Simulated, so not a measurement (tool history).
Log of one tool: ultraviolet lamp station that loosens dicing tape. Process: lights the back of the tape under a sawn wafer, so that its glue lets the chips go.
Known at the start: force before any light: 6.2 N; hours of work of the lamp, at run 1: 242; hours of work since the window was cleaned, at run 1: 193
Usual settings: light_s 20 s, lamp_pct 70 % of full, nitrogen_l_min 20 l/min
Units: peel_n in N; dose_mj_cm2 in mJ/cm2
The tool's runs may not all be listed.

| run | hour | light_s | lamp_pct | nitrogen_l_min | hours of work of the lamp | hours of work since the window was cleaned | peel_n | dose_mj_cm2 |
|---|---|---|---|---|---|---|---|---|
| 1 | 0.0 | 20 | 70 | 20 | 242 | 193 | 1.173 | 270 |
| 2 | 15.7 | 20 | 78 | 20 | 254 | 205 | 1.026 | 299 |
| 3 | 53.5 | 20 | 70 | 20 | 283 | 234 | 1.256 | 260 |
| 4 | 78.7 | 20 | 70 | 20 | 302 | 253 | 1.249 | 259 |
| 5 | 113.5 | 20 | 70 | 20 | 329 | 279 | 1.295 | 255 |
| 6 | 136.5 | 20 | 70 | 20 | 346 | 297 | 1.328 | 246 |
|  | 138.8 | window cleaned of glue's vapour |
| 7 | 174.8 | 20 | 70 | 20 | 375 | 27 | 1.226 | 266 |
| 8 | 209.8 | 20 | 70 | 20 | 402 | 54 | 1.231 | 259 |
| 9 | 229.0 | 13 | 75 | 20 | 416 | 69 | 2.035 | 178 |
| 10 | 258.3 | 20 | 70 | 35 | 438 | 91 | 1.033 | 247 |
| 11 | 286.9 | 32 | 73 | 8 | 460 | 113 | 0.947 | 413 |
| 12 | 304.5 | 26 | 66 | 20 | 474 | 126 | 0.980 | 301 |
| 13 | 339.8 | 26 | 66 | 20 | 501 | 153 | 1.057 | 292 |
| 14 | 358.0 | 15 | 60 | 21 | 514 | 167 | 2.311 | 152 |
| 15 | 383.4 | 20 | 75 | 37 | 534 | 186 | 1.029 | 247 |
| 16 | 420.5 | 27 | 75 | 37 | 562 | 214 | 0.613 | 334 |

Some steps in peel_n between neighbouring runs. How much of each would the tool show without its hidden state too (settings, what came in, random variation), and how much is left for the hidden state, with any gauge scatter that isn't in both results?
The hidden state here: lamp's light, % of a new lamp's; light that the window lets through, % of a clean one's; drift of the gauge itself on peel_n, %; drift of the gauge itself on dose_mj_cm2, %.
Run 13 -> 14: light_s 26 -> 15, lamp_pct 66 -> 60, nitrogen_l_min 20 -> 21. peel_n +1.254 N: hidden state +0.214, all else +1.040.
Run 14 -> 15: light_s 15 -> 20, lamp_pct 60 -> 75, nitrogen_l_min 21 -> 37. peel_n -1.282 N: hidden state -0.194, all else -1.088.

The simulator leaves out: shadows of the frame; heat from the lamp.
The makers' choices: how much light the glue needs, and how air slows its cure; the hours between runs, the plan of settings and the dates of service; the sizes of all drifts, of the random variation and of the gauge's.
